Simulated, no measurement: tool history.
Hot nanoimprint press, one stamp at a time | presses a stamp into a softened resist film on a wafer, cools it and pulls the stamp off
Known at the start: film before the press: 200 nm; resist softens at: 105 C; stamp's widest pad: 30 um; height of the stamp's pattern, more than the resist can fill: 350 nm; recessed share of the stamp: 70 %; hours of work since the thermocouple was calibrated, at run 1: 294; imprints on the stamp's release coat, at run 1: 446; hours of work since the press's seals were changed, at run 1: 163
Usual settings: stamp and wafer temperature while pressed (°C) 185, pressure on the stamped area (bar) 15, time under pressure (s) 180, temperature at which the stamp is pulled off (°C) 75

| run | hour | stamp and wafer temperature while pressed (°C) | pressure on the stamped area (bar) | time under pressure (s) | temperature at which the stamp is pulled off (°C) | hours of work since the thermocouple was calibrated | imprints on the stamp's release coat | hours of work since the press's seals were changed | resist left under the stamp's widest pad (angstrom) | greatest force while the stamp is pulled off (N) |
|---|---|---|---|---|---|---|---|---|---|---|
| 1 | 0 | 185 | 15 | 180 | 75 | 294 | 446 | 163 | 846 | 199 |
| 2 | 32.2 | 185 | 15 | 180 | 75 | 315 | 537 | 184 | 847 | 208 |
| 3 | 55.3 | 185 | 15 | 180 | 75 | 330 | 601 | 199 | 849 | 198 |
| 4 | 84.6 | 185 | 15 | 180 | 75 | 349 | 683 | 218 | 868 | 200 |
| 5 | 115.3 | 185 | 15 | 180 | 75 | 369 | 770 | 238 | 846 | 209 |
| 6 | 145.4 | 192 | 15 | 180 | 75 | 389 | 854 | 257 | 644 | 204 |
| 7 | 179.3 | 185 | 15 | 180 | 75 | 411 | 949 | 280 | 856 | 209 |
| 8 | 195.4 | 185 | 15 | 180 | 75 | 422 | 994 | 290 | 869 | 202 |
| 9 | 221.1 | 185 | 15 | 180 | 75 | 438 | 1066 | 307 | 863 | 206 |
|  | 253.1 | plate thermocouple calibrated |
| 10 | 253.8 | 185 | 15 | 180 | 76 | 0 | 1149 | 326 | 786 | 209 |
| 11 | 271 | 185 | 15 | 180 | 76 | 12 | 1198 | 337 | 802 | 209 |
| 12 | 307.6 | 185 | 15 | 180 | 76 | 36 | 1300 | 361 | 787 | 208 |
| 13 | 339.1 | 185 | 15 | 180 | 75 | 56 | 1389 | 382 | 797 | 206 |
| 14 | 365.9 | 188 | 15 | 180 | 74 | 74 | 1464 | 399 | 703 | 213 |
| 15 | 381.5 | 180 | 12.5 | 180 | 75 | 84 | 1508 | 409 | 1087 | 213 |
| 16 | 402.1 | 185 | 11.5 | 180 | 79 | 97 | 1565 | 423 | 908 | 210 |
| 17 | 432.7 | 177 | 15 | 180 | 63 | 117 | 1651 | 443 | 1133 | 236 |
| 18 | 460.5 | 177 | 15 | 180 | 63 | 135 | 1729 | 461 | 1126 | 242 |
| 19 | 491.4 | 177 | 15 | 180 | 63 | 155 | 1816 | 481 | 1165 | 240 |
| 20 | 522.9 | 177 | 15 | 180 | 63 | 176 | 1904 | 502 | 1155 | 242 |
| 21 | 547.7 | 177 | 13.6 | 180 | 68 | 192 | 1973 | 518 | 1200 | 241 |
| 22 | 583.1 | 177 | 13.6 | 180 | 68 | 215 | 2073 | 541 | 1225 | 241 |
| 23 | 601.2 | 192 | 15 | 180 | 75 | 227 | 2124 | 553 | 604 | 227 |
| 24 | 632.5 | 189 | 10.7 | 180 | 61 | 247 | 2211 | 573 | 814 | 258 |
| 25 | 669.1 | 189 | 12.7 | 180 | 61 | 271 | 2314 | 597 | 751 | 262 |

Forecast each of these 3 alternatives for the next run:
| A | 688.1 | 181 | 12.3 | 149 | 75 | 284 | 2367 | 609 | ? | ? |
| B | 688.1 | 189 | 21 | 180 | 61 | 284 | 2367 | 609 | ? | ? |
| C | 688.1 | 174 | 11.2 | 180 | 68 | 284 | 2367 | 609 | ? | ? |

| run | resist left under the stamp's widest pad (angstrom) | greatest force while the stamp is pulled off (N) |
|---|---|---|
| A | 1156 | 228 |
| B | 582 | 255 |
| C | 1460 | 253 |
Without the tool's hidden state the same runs would have given:
| run | resist left under the stamp's widest pad (angstrom) | greatest force while the stamp is pulled off (N) |
|---|---|---|
| A | 1090 | 188 |
| B | 540 | 210 |
| C | 1393 | 208 |
